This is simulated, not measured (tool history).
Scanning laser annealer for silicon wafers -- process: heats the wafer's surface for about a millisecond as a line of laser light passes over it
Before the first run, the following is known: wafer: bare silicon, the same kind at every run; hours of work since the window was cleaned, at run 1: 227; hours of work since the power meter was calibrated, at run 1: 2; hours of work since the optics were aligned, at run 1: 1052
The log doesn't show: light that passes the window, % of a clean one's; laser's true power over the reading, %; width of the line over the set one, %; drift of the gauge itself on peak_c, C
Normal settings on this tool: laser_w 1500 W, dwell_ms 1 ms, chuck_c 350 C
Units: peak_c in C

run,hour,laser_w,dwell_ms,chuck_c,hours of work since the window was cleaned,hours of work since the power meter was calibrated,hours of work since the optics were aligned,peak_c
1,0,1500,1,350,227,2,1052,1085
2,26.4,1630,1,350,243,17,1068,1147
3,52.4,1630,1,350,258,32,1082,1145
4,72.8,1500,1,365,269,44,1094,1099
5,106.2,1500,1.08,365,288,63,1113,1130
6,139.7,1500,0.83,350,308,83,1133,1023
7,174.2,1500,0.83,370,327,102,1152,1040
8,215.7,1500,1,355,351,126,1176,1085
9,242.1,1500,1,355,366,141,1191,1089
10,270.4,1500,1,355,383,158,1208,1085
11,289.6,1500,1,355,394,169,1219,1087
12,317,1500,1,355,409,184,1234,1086
13,354.2,1500,1,350,431,206,1256,1081
14,392.2,1500,1,350,453,227,1277,1083
15,422.3,1500,1,350,470,245,1295,1078
16,439.5,1500,1,350,480,255,1305,1079
17,463.4,1500,1,350,493,268,1318,1080
18,483.3,1500,1,350,505,280,1330,1081
19,513.1,1500,1,350,522,297,1347,1078
20,532.1,1302,0.92,319,533,308,1358,925
21,549.1,1610,1.1,319,543,317,1367,1134
22,576.4,1610,1.1,319,558,333,1383,1136
23,615,1535,1,350,580,355,1405,1093
24,651.7,1535,1.22,382,601,376,1426,1198
25,683.3,1535,1.22,382,620,394,1444,1194
26,706.7,1500,0.83,362,633,408,1458,1027
27,735.4,1500,0.83,362,649,424,1474,1027
28,762.2,1308,0.74,315,665,440,1490,865
29,801.6,1308,0.74,315,687,462,1512,864
30,834.5,1429,0.9,335,706,481,1531,992
31,862.7,1500,0.93,373,722,497,1547,1071
32,890.5,1500,1.18,317,738,513,1563,1095
33,907.7,1554,1,350,748,523,1573,1099
34,937,1323,1.14,368,765,540,1590,1047
# hour 964.6: window over the wafer cleaned
35,979.4,1579,1,389,9,563,1613,1160
36,1008.6,1579,1,389,25,580,1630,1160
37,1044.3,1579,1,389,46,600,1650,1155

Each row is a separate what-if for the run after 37, all from the same tool condition, not one after another. Results?
A,1071.8,1499,0.95,338,61,616,1666,?
B,1071.8,1424,0.89,350,61,616,1666,?
C,1071.8,1520,0.72,350,61,616,1666,?
D,1071.8,1500,1.2,352,61,616,1666,?
E,1071.8,1557,0.72,312,61,616,1666,?

run,peak_c
A,1056
B,1007
C,988
D,1150
E,964
What these runs would have given with no unlogged condition in the tool:
run,peak_c
A,1068
B,1018
C,999
D,1164
E,975
